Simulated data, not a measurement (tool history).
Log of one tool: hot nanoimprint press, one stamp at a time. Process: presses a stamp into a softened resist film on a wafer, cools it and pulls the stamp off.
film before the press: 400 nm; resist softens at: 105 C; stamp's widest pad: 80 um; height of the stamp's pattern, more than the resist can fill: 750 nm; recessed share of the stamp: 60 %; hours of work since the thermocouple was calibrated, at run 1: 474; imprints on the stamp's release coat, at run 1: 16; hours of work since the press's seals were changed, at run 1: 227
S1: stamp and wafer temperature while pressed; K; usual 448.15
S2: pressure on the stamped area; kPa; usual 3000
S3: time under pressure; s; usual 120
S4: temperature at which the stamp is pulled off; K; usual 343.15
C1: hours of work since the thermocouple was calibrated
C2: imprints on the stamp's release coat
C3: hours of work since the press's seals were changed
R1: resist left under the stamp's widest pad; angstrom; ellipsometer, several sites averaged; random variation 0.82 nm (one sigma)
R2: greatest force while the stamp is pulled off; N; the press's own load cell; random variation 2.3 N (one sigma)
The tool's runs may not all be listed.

run 1 day=0.000 | S1=448.15 S2=3000 S3=120 S4=343.15 | C1=474 C2=16 C3=227 | R1=2414 R2=98
run 2 day=0.329 | S1=448.15 S2=3000 S3=120 S4=343.15 | C1=478 C2=36 C3=230 | R1=2392 R2=100
run 3 day=0.767 | S1=448.15 S2=3000 S3=120 S4=343.15 | C1=483 C2=62 C3=235 | R1=2391 R2=101
run 4 day=1.379 | S1=448.15 S2=3000 S3=120 S4=343.15 | C1=490 C2=98 C3=242 | R1=2388 R2=102
run 5 day=1.921 | S1=448.15 S2=3000 S3=120 S4=343.15 | C1=496 C2=130 C3=248 | R1=2378 R2=99
run 6 day=2.558 | S1=448.15 S2=2220 S3=120 S4=343.15 | C1=503 C2=167 C3=256 | R1=2662 R2=102
run 7 day=2.996 | S1=448.15 S2=3000 S3=120 S4=343.15 | C1=508 C2=193 C3=261 | R1=2382 R2=104
run 8 day=3.388 | S1=444.15 S2=3000 S3=120 S4=343.15 | C1=512 C2=216 C3=265 | R1=2631 R2=102
run 9 day=4.029 | S1=444.15 S2=3000 S3=120 S4=343.15 | C1=519 C2=254 C3=272 | R1=2642 R2=100
run 10 day=4.342 | S1=448.15 S2=4550 S3=120 S4=349.15 | C1=523 C2=273 C3=276 | R1=1992 R2=94
run 11 day=5.104 | S1=448.15 S2=4550 S3=62 S4=341.15 | C1=532 C2=318 C3=284 | R1=2444 R2=105
run 12 day=5.588 | S1=447.15 S2=3000 S3=92 S4=343.15 | C1=537 C2=346 C3=290 | R1=2621 R2=104
-- day=5.796 plate thermocouple calibrated
run 13 day=6.171 | S1=438.15 S2=2660 S3=151 S4=339.15 | C1=4 C2=373 C3=295 | R1=2965 R2=105
run 14 day=6.817 | S1=438.15 S2=2660 S3=151 S4=339.15 | C1=12 C2=411 C3=302 | R1=2960 R2=106
run 15 day=7.325 | S1=438.15 S2=2660 S3=151 S4=339.15 | C1=17 C2=441 C3=308 | R1=2947 R2=110
run 16 day=7.767 | S1=438.15 S2=2660 S3=151 S4=339.15 | C1=22 C2=467 C3=313 | R1=2956 R2=106
run 17 day=8.100 | S1=438.15 S2=2660 S3=151 S4=339.15 | C1=26 C2=487 C3=317 | R1=2950 R2=106
run 18 day=8.467 | S1=448.15 S2=3000 S3=90 S4=341.15 | C1=30 C2=509 C3=321 | R1=2568 R2=104

How the hidden state differs across the entries between the runs, from the last listed run before each to the first after it:
Between runs 12 and 13: plate thermocouple calibrated (day 5.796)
  true temperature over the reading, C: -0.04 -> 0.01; grip of the stamp's worn release coat, % over a new coat's: 0.3 -> 0.4; drift of the gauge itself on residual_nm, %: -0.84 -> -0.91
  measured less the result without the state, R1: -19 -> -27 angstrom
